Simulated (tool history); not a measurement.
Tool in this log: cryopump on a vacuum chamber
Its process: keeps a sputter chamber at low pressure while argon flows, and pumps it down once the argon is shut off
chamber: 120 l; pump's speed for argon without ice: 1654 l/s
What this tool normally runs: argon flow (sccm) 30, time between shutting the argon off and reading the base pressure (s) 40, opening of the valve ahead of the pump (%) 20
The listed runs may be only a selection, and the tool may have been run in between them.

run	hour	argon flow (sccm)	time between shutting the argon off and reading the base pressure (s)	opening of the valve ahead of the pump (%)	pressure while argon flows (Pa)	pressure after the wait (uPa)
1	0	30	40	20	0.1611	3.39
2	52.7	30	40	20	0.1615	3.52
3	110.4	30	40	40	0.0847	3.71
4	169.9	30	40	40	0.085	3.87
5	224.4	34	40	40	0.0972	3.83
# hour 235: leaking fittings of the chamber tightened, without venting
6	289.9	47	40	20	0.2555	1.23
7	339.5	47	23	20	0.2548	1.93
8	387.2	47	23	47	0.1194	1.91
9	451	47	23	47	0.1214	2.06
10	506.3	47	23	47	0.1218	2.2
# hour 580.6: pump warmed up, emptied and cooled again
11	580.6	47	23	47	0.1025	2.06
12	629.4	47	23	47	0.1041	2.13
13	709.1	30	40	24	0.1304	1.56
14	771.7	30	40	25	0.1245	1.73
15	826.4	30	40	20	0.1552	1.83
16	883.2	30	40	20	0.1565	1.85
17	970.9	30	40	20	0.1574	2.05
18	1051.1	30	40	38	0.0852	2.17
19	1093	30	40	38	0.0838	2.17
20	1147.4	18	121	15	0.1264	1.75
21	1199.8	15	179	16	0.0985	1.7
22	1263.7	20	124	16	0.132	1.93
23	1345.2	20	124	16	0.1312	2.06
24	1412.7	16	120	23	0.075	2.26
25	1475.4	27	40	20	0.1463	2.99
26	1543.1	20	40	35	0.0646	3
27	1592.5	20	40	35	0.0646	3.12
28	1642.6	20	40	35	0.0647	3.28
29	1739.8	41	30	28	0.1644	3.74
30	1831.4	30	289	39	0.0907	2.98
# hour 1896.6: pump warmed up, emptied and cooled again
31	1896.6	30	55	20	0.1539	2.79
32	1968.4	30	55	20	0.155	2.86
33	2019.8	30	55	18	0.1719	2.9
34	2081.8	28	76	18	0.1601	2.92
35	2165.6	28	76	18	0.1622	3.01

Pick out some run-to-run changes in pressure while argon flows (Pa). Of each, how much would a tool without hidden state show as well, from the settings, what came in and chance, and how much is left for the hidden state and any gauge scatter not in both results compared?
Unlogged tool condition in this case: pump's speed, % of a pump's without ice; cold plate's temperature, K; leak into the chamber, uPa l/s; drift of the gauge itself on working_pa, %; drift of the gauge itself on base_upa, %.
Run 5 -> 6: argon flow (sccm) 34 -> 47, opening of the valve ahead of the pump (%) 40 -> 20, leaking fittings of the chamber tightened, without venting. pressure while argon flows (Pa) +0.1583: hidden state +0.005, all else +0.1533.
Run 7 -> 8: opening of the valve ahead of the pump (%) 20 -> 47. pressure while argon flows (Pa) -0.1354: hidden state +0.001, all else -0.1364.
Run 10 -> 11: pump warmed up, emptied and cooled again. pressure while argon flows (Pa) -0.0193: hidden state -0.0189, all else -0.0004.
Run 28 -> 29: argon flow (sccm) 20 -> 41, time between shutting the argon off and reading the base pressure (s) 40 -> 30, opening of the valve ahead of the pump (%) 35 -> 28. pressure while argon flows (Pa) +0.0997: hidden state +0.0088, all else +0.0909.
Run 30 -> 31: time between shutting the argon off and reading the base pressure (s) 289 -> 55, opening of the valve ahead of the pump (%) 39 -> 20, pump warmed up, emptied and cooled again. pressure while argon flows (Pa) +0.0632: hidden state -0.0118, all else +0.075.
